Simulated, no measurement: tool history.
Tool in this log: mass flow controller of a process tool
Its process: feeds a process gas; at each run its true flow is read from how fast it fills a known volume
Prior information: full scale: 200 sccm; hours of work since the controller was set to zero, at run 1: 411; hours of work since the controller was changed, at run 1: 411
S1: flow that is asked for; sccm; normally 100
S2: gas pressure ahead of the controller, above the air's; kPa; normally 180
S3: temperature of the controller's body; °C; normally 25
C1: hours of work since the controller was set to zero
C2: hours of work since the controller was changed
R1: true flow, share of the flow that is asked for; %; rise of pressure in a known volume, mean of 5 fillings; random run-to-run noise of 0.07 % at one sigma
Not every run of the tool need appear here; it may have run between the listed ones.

run 1 day=0.000 | S1=100 S2=180 S3=25 | C1=411 C2=411 | R1=98.61
run 2 day=4.317 | S1=100 S2=180 S3=25 | C1=449 C2=449 | R1=98.62
run 3 day=7.475 | S1=100 S2=180 S3=25 | C1=477 C2=477 | R1=98.64
run 4 day=11.492 | S1=100 S2=180 S3=25 | C1=513 C2=513 | R1=98.59
run 5 day=13.933 | S1=100 S2=180 S3=25 | C1=535 C2=535 | R1=98.56
run 6 day=16.629 | S1=100 S2=180 S3=25 | C1=559 C2=559 | R1=98.62
run 7 day=21.712 | S1=100 S2=180 S3=25 | C1=604 C2=604 | R1=98.50
run 8 day=26.188 | S1=67 S2=180 S3=25 | C1=644 C2=644 | R1=97.94
run 9 day=31.004 | S1=100 S2=180 S3=36 | C1=687 C2=687 | R1=99.63
run 10 day=34.954 | S1=67 S2=180 S3=36 | C1=722 C2=722 | R1=99.00
run 11 day=39.992 | S1=67 S2=180 S3=36 | C1=766 C2=766 | R1=98.95
run 12 day=43.208 | S1=100 S2=180 S3=25 | C1=795 C2=795 | R1=98.40
run 13 day=48.258 | S1=100 S2=180 S3=25 | C1=840 C2=840 | R1=98.43
run 14 day=52.225 | S1=100 S2=161 S3=25 | C1=875 C2=875 | R1=98.35
run 15 day=55.071 | S1=100 S2=161 S3=25 | C1=900 C2=900 | R1=98.36
run 16 day=59.450 | S1=100 S2=161 S3=25 | C1=939 C2=939 | R1=98.48
run 17 day=63.621 | S1=100 S2=161 S3=25 | C1=976 C2=976 | R1=98.29
run 18 day=67.771 | S1=100 S2=156 S3=25 | C1=1013 C2=1013 | R1=98.20
-- day=68.075 controller's zero set anew
run 19 day=70.088 | S1=100 S2=180 S3=25 | C1=18 C2=1034 | R1=98.27
run 20 day=73.142 | S1=100 S2=180 S3=25 | C1=45 C2=1061 | R1=98.19
run 21 day=76.679 | S1=100 S2=180 S3=25 | C1=76 C2=1092 | R1=98.12
run 22 day=79.575 | S1=100 S2=180 S3=25 | C1=102 C2=1118 | R1=98.12
-- day=81.533 controller's zero set anew, once more
run 23 day=82.067 | S1=100 S2=180 S3=25 | C1=5 C2=1140 | R1=98.67
run 24 day=86.725 | S1=100 S2=180 S3=25 | C1=46 C2=1181 | R1=98.52
run 25 day=90.762 | S1=23 S2=180 S3=24 | C1=82 C2=1217 | R1=97.30
run 26 day=95.392 | S1=23 S2=180 S3=24 | C1=123 C2=1258 | R1=97.27
run 27 day=100.542 | S1=83 S2=180 S3=25 | C1=169 C2=1304 | R1=98.37
run 28 day=104.483 | S1=83 S2=180 S3=25 | C1=204 C2=1339 | R1=98.33
run 29 day=107.579 | S1=55 S2=180 S3=25 | C1=231 C2=1367 | R1=97.94
run 30 day=112.717 | S1=55 S2=180 S3=25 | C1=277 C2=1412 | R1=97.81
run 31 day=117.146 | S1=61 S2=153 S3=25 | C1=316 C2=1452 | R1=97.83
run 32 day=121.183 | S1=24 S2=268 S3=25 | C1=352 C2=1487 | R1=97.40
run 33 day=123.321 | S1=49 S2=250 S3=33 | C1=371 C2=1506 | R1=98.55
run 34 day=125.583 | S1=122 S2=236 S3=25 | C1=391 C2=1526 | R1=98.91
run 35 day=128.225 | S1=122 S2=236 S3=25 | C1=415 C2=1550 | R1=98.85
run 36 day=131.917 | S1=148 S2=180 S3=23 | C1=448 C2=1583 | R1=98.70
run 37 day=136.975 | S1=52 S2=180 S3=25 | C1=493 C2=1628 | R1=97.57
run 38 day=140.921 | S1=52 S2=180 S3=25 | C1=528 C2=1663 | R1=97.69
run 39 day=143.829 | S1=100 S2=202 S3=25 | C1=554 C2=1689 | R1=98.50
run 40 day=146.208 | S1=100 S2=202 S3=25 | C1=575 C2=1710 | R1=98.42
run 41 day=151.288 | S1=193 S2=210 S3=35 | C1=620 C2=1755 | R1=100.40
run 42 day=154.958 | S1=22 S2=180 S3=38 | C1=652 C2=1787 | R1=97.75
run 43 day=158.142 | S1=22 S2=213 S3=38 | C1=681 C2=1816 | R1=97.94
run 44 day=162.367 | S1=160 S2=252 S3=24 | C1=718 C2=1853 | R1=99.15
run 45 day=165.071 | S1=160 S2=252 S3=24 | C1=742 C2=1877 | R1=99.05
run 46 day=169.388 | S1=160 S2=252 S3=34 | C1=781 C2=1916 | R1=99.96
run 47 day=173.158 | S1=100 S2=180 S3=28 | C1=814 C2=1949 | R1=98.52

Below, some changes in R1 between adjacent runs. For each, the amount present without the hidden state too (settings, incoming material, random variation) and the amount remaining for the hidden state with gauge scatter not shared by both compared results:
The tool's hidden condition here consists of: flow at rest that the sensor doesn't see, % of full scale; true flow over the shown one, %; drift of the gauge itself on true_pct, %.
Run 8 -> 9: S1 67 -> 100, S3 25 -> 36. R1 +1.69 %: hidden state +0.14, all else +1.55.
Run 22 -> 23: controller's zero set anew, once more. R1 +0.55 %: hidden state +0.50, all else +0.05.
Run 40 -> 41: S1 100 -> 193, S2 202 -> 210, S3 25 -> 35. R1 +1.98 %: hidden state +0.08, all else +1.90.
Run 41 -> 42: S1 193 -> 22, S2 210 -> 180, S3 35 -> 38. R1 -2.65 %: hidden state -0.91, all else -1.74.
Run 43 -> 44: S1 22 -> 160, S2 213 -> 252, S3 38 -> 24. R1 +1.21 %: hidden state +0.89, all else +0.32.
